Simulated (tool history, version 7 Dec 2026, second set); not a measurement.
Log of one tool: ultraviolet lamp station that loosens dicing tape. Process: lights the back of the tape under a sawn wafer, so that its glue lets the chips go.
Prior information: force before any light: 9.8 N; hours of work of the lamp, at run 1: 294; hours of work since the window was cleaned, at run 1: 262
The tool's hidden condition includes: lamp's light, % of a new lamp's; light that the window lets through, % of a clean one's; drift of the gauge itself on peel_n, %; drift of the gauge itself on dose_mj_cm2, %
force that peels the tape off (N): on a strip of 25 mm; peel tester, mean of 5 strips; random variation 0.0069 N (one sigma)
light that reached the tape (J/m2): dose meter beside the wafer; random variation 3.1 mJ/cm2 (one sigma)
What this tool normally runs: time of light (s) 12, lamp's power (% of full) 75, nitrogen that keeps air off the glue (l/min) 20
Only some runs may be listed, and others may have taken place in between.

run,day,time of light (s),lamp's power (% of full),nitrogen that keeps air off the glue (l/min),hours of work of the lamp,hours of work since the window was cleaned,force that peels the tape off (N),light that reached the tape (J/m2)
1,0,12,75,20,294,262,0.378,4080
2,0.383,12,75,20,301,269,0.394,4070
3,1.033,12,61,20,313,281,0.633,3270
4,1.783,12,61,20,326,295,0.66,3270
5,2.288,12,61,17,336,304,0.761,3270
6,2.792,12,61,22,345,313,0.634,3220
7,3.171,12,61,22,352,320,0.668,3240
8,3.546,12,61,22,359,327,0.636,3260
9,4.267,12,61,11,372,340,1.113,3200
10,4.771,12,61,11,381,350,1.061,3160
11,5.425,12,61,11,393,362,1.082,3150
12,6.1,12,75,20,406,374,0.436,3880
13,6.612,10,75,20,415,383,0.721,3200
14,7.058,10,75,20,423,392,0.73,3190
# day 7.625: window cleaned of glue's vapour
15,7.8,10,75,20,437,3,0.773,3030
16,8.279,12,75,20,445,12,0.493,3670
17,8.771,8,75,20,455,21,1.287,2400
18,9.475,12,75,14,467,34,0.685,3620
19,9.804,12,72,20,474,40,0.577,3430
20,10.538,12,72,20,487,54,0.608,3430
# day 10.908: window cleaned of glue's vapour, once more
21,11.138,12,72,20,498,4,0.414,3880
22,11.492,12,96,20,504,11,0.194,5170
23,11.85,9,68,9,511,17,1.639,2710
24,12.233,12,72,20,518,24,0.412,3800
25,12.758,7,64,8,527,34,2.778,1960
26,13.221,7,64,36,536,43,1.457,1950
27,13.562,7,64,36,542,49,1.422,1920
28,13.988,12,78,30,550,57,0.284,4080
29,14.654,12,78,30,562,69,0.285,4020
30,15.038,12,72,21,569,76,0.462,3710
31,15.617,10,77,12,580,86,0.969,3300
32,16.333,10,77,12,593,100,0.995,3270
33,17.1,12,74,20,607,114,0.484,3790
34,17.608,19,80,8,616,123,0.234,6440
35,18.208,8,76,7,627,134,2.124,2530
36,18.75,8,76,9,637,144,1.852,2520
37,19.304,6,61,32,648,154,2.313,1490
38,19.875,7,66,22,658,165,1.927,1910
39,20.404,7,66,22,668,174,1.897,1880
40,20.754,18,70,21,674,181,0.195,5130
41,21.283,18,70,26,684,191,0.155,5110
42,21.65,18,70,26,691,197,0.16,5070
43,22.325,18,70,26,703,210,0.171,5030

Difference, measured minus no-hidden-state, one row per run. Run-to-run variation is common to both terms; the gauge's own scatter need not be:
run,force that peels the tape off (N),light that reached the tape (J/m2)
1,+0.133,-690
2,+0.143,-700
3,+0.225,-590
4,+0.241,-610
5,+0.279,-630
6,+0.247,-640
7,+0.262,-660
8,+0.249,-680
9,+0.403,-700
10,+0.394,-710
11,+0.413,-730
12,+0.196,-920
13,+0.319,-800
14,+0.325,-800
15,+0.383,-910
16,+0.259,-1120
17,+0.581,-750
18,+0.368,-1150
19,+0.309,-1120
20,+0.336,-1160
21,+0.159,-710
22,+0.067,-960
23,+0.453,-510
24,+0.165,-740
25,+0.603,-400
26,+0.457,-410
27,+0.455,-410
28,+0.116,-880
29,+0.121,-900
30,+0.204,-850
31,+0.387,-780
32,+0.408,-800
33,+0.225,-950
34,+0.109,-1670
35,+0.7,-680
36,+0.657,-700
37,+0.756,-420
38,+0.708,-540
39,+0.709,-570
40,+0.086,-1550
41,+0.068,-1580
42,+0.07,-1590
43,+0.072,-1620

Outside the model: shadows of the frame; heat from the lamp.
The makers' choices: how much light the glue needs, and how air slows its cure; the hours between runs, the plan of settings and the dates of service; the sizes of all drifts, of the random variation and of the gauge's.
